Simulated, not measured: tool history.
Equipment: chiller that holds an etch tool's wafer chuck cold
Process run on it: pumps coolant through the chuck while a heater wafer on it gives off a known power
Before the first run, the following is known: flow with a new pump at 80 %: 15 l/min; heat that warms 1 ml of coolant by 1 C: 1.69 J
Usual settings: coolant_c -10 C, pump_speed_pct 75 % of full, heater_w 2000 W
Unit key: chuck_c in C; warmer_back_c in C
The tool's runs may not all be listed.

| run | hour | coolant_c | pump_speed_pct | heater_w | chuck_c | warmer_back_c |
|---|---|---|---|---|---|---|
| 1 | 0 | -10 | 75 | 2000 | 14.8 | 5 |
| 2 | 81.5 | -10 | 75 | 2000 | 14.8 | 4.98 |
| 3 | 139.9 | -10 | 75 | 2000 | 14.9 | 5.02 |
| 4 | 229.8 | -10 | 75 | 1558 | 9.2 | 3.96 |
| 5 | 308.6 | -10 | 75 | 1558 | 9.4 | 3.9 |
| 6 | 393.5 | -10 | 75 | 1558 | 9.2 | 3.88 |
|  | 480 | chiller's thermometer calibrated |
| 7 | 491.8 | -10 | 75 | 1558 | 9.3 | 3.92 |
| 8 | 609.5 | -10 | 75 | 1558 | 9.3 | 3.91 |
| 9 | 673.7 | -10 | 94 | 2000 | 10.3 | 3.92 |
| 10 | 799 | -10 | 75 | 2000 | 14.7 | 5.01 |
| 11 | 884.4 | -10 | 75 | 2000 | 14.7 | 4.93 |
| 12 | 978.1 | -10 | 75 | 2000 | 14.8 | 4.95 |
| 13 | 1073.5 | -10 | 75 | 2000 | 14.9 | 4.92 |
| 14 | 1168.5 | -17 | 86 | 2186 | 7 | 4.71 |
| 15 | 1257.2 | -16 | 66 | 2176 | 14.1 | 6.03 |
| 16 | 1357.2 | -16 | 71 | 1880 | 8.5 | 4.84 |
| 17 | 1478.1 | -10 | 91 | 2852 | 19.9 | 5.85 |
| 18 | 1541.3 | -10 | 91 | 2254 | 13.7 | 4.53 |
| 19 | 1607.9 | -13 | 63 | 1610 | 10.3 | 4.65 |
| 20 | 1726.5 | -13 | 63 | 1610 | 10.4 | 4.67 |
| 21 | 1854.4 | -17 | 88 | 1036 | -5.9 | 2.09 |
| 22 | 1986.5 | -14 | 89 | 1269 | -0.4 | 2.5 |
| 23 | 2044.6 | -14 | 89 | 1269 | -0.6 | 2.5 |
| 24 | 2137.7 | -10 | 67 | 2000 | 17.3 | 5.43 |
|  | 2209.6 | gauge calibrated |
| 25 | 2209.6 | -10 | 67 | 2000 | 17.2 | 5.66 |

4 ways to go on from here, each from the tool as it stands after run 25. What would each give?
| A | 2335.1 | -10 | 74 | 2000 | ? | ? |
| B | 2335.1 | -19 | 97 | 2986 | ? | ? |
| C | 2335.1 | -3 | 75 | 2000 | ? | ? |
| D | 2335.1 | -10 | 72 | 2000 | ? | ? |

| run | chuck_c | warmer_back_c |
|---|---|---|
| A | 15 | 5.08 |
| B | 10.6 | 5.88 |
| C | 21.8 | 5.02 |
| D | 15.6 | 5.25 |
Without the tool's hidden state the same runs would have given:
| run | chuck_c | warmer_back_c |
|---|---|---|
| A | 15 | 5.08 |
| B | 10.6 | 5.89 |
| C | 21.7 | 5.03 |
| D | 15.5 | 5.26 |
